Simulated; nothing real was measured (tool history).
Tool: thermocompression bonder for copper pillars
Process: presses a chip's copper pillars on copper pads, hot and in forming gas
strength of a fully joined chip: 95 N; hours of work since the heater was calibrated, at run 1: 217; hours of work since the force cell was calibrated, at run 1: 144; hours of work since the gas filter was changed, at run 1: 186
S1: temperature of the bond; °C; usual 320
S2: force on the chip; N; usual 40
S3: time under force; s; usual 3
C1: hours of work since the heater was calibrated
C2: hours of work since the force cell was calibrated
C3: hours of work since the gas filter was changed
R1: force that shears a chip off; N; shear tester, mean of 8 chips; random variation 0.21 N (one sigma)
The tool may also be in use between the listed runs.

run    day   S1  S2  S3   C1   C2   C3    R1
  1  0.000  320  40   3  217  144  186  33.0
  2  0.333  320  40   3  223  151  192  32.7
  3  0.600  320  40   3  228  155  197  32.4
  4  0.808  320  40   3  232  159  201  32.9
  5  1.208  320  40   3  239  166  208  32.7
  6  1.488  320  39   3  244  172  213  31.9
  7  1.792  298  24   3  250  177  219  18.9
  8  2.029  298  24   3  254  181  223  18.9
  9  2.421  320  46   4  261  189  230  39.1
 10  2.821  320  46   4  269  196  237  39.0
 11  3.154  320  25   3  275  202  244  24.1
 12  3.379  299  32   3  279  206  248  23.4

5 ways to go on from here, each from the tool as it stands after run 12. What would each give?
  A  3.600  309  24   9  283  210  252   ?
  B  3.600  306  32   3  283  210  252   ?
  C  3.600  321  49   3  283  210  252   ?
  D  3.600  305  40   3  283  210  252   ?
  E  3.600  314  35   2  283  210  252   ?

run    R1
  A  33.0
  B  25.0
  C  36.1
  D  28.1
  E  23.8
Without the tool's hidden state the same runs would have given:
run    R1
  A  35.8
  B  27.2
  C  39.2
  D  30.6
  E  25.9
